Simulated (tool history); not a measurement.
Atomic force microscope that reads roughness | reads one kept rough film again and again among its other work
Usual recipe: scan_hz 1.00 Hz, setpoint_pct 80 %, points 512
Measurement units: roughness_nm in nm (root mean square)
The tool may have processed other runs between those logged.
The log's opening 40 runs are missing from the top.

{"day": 74.354, "done": "new tip fitted"}
{"run": 41, "day": 74.508, "scan_hz": 0.88, "setpoint_pct": 59, "points": 876, "roughness_nm": 4.307}
{"run": 42, "day": 77.05, "scan_hz": 0.88, "setpoint_pct": 59, "points": 876, "roughness_nm": 3.767}
{"day": 78.325, "done": "new tip fitted"}
{"run": 43, "day": 79.058, "scan_hz": 0.88, "setpoint_pct": 59, "points": 876, "roughness_nm": 4.145}
{"run": 44, "day": 80.308, "scan_hz": 0.88, "setpoint_pct": 59, "points": 876, "roughness_nm": 3.877}
{"day": 82.254, "done": "new tip fitted"}
{"run": 45, "day": 82.721, "scan_hz": 1.39, "setpoint_pct": 59, "points": 512, "roughness_nm": 4.139}
{"run": 46, "day": 84.725, "scan_hz": 3.93, "setpoint_pct": 67, "points": 615, "roughness_nm": 3.449}
{"day": 86.146, "done": "new tip fitted"}
{"run": 47, "day": 87.079, "scan_hz": 3.93, "setpoint_pct": 67, "points": 615, "roughness_nm": 3.709}
{"run": 48, "day": 88.429, "scan_hz": 3.93, "setpoint_pct": 67, "points": 615, "roughness_nm": 3.456}
{"run": 49, "day": 89.579, "scan_hz": 1.52, "setpoint_pct": 78, "points": 615, "roughness_nm": 3.382}
{"day": 90.083, "done": "new tip fitted"}
{"run": 50, "day": 91.979, "scan_hz": 1.35, "setpoint_pct": 78, "points": 399, "roughness_nm": 3.693}

5 ways to go on from here, each from the tool as it stands after run 50. What would each give?
{"day": 94.029, "done": "new tip fitted"}
{"run": "A", "day": 94.129, "scan_hz": 1.3, "setpoint_pct": 80, "points": 388, "roughness_nm": "?"}
{"day": 94.029, "done": "new tip fitted"}
{"run": "B", "day": 94.129, "scan_hz": 2.0, "setpoint_pct": 81, "points": 460, "roughness_nm": "?"}
{"day": 94.029, "done": "new tip fitted"}
{"run": "C", "day": 94.129, "scan_hz": 1.49, "setpoint_pct": 89, "points": 464, "roughness_nm": "?"}
{"day": 94.029, "done": "new tip fitted"}
{"run": "D", "day": 94.129, "scan_hz": 0.89, "setpoint_pct": 78, "points": 692, "roughness_nm": "?"}
{"day": 94.029, "done": "new tip fitted"}
{"run": "E", "day": 94.129, "scan_hz": 2.4, "setpoint_pct": 75, "points": 316, "roughness_nm": "?"}

run=A roughness_nm=3.984
run=B roughness_nm=3.824
run=C roughness_nm=3.781
run=D roughness_nm=4.117
run=E roughness_nm=3.900
Without the tool's unlogged condition, the same runs would have read:
run=A roughness_nm=4.039
run=B roughness_nm=3.877
run=C roughness_nm=3.833
run=D roughness_nm=4.174
run=E roughness_nm=3.953
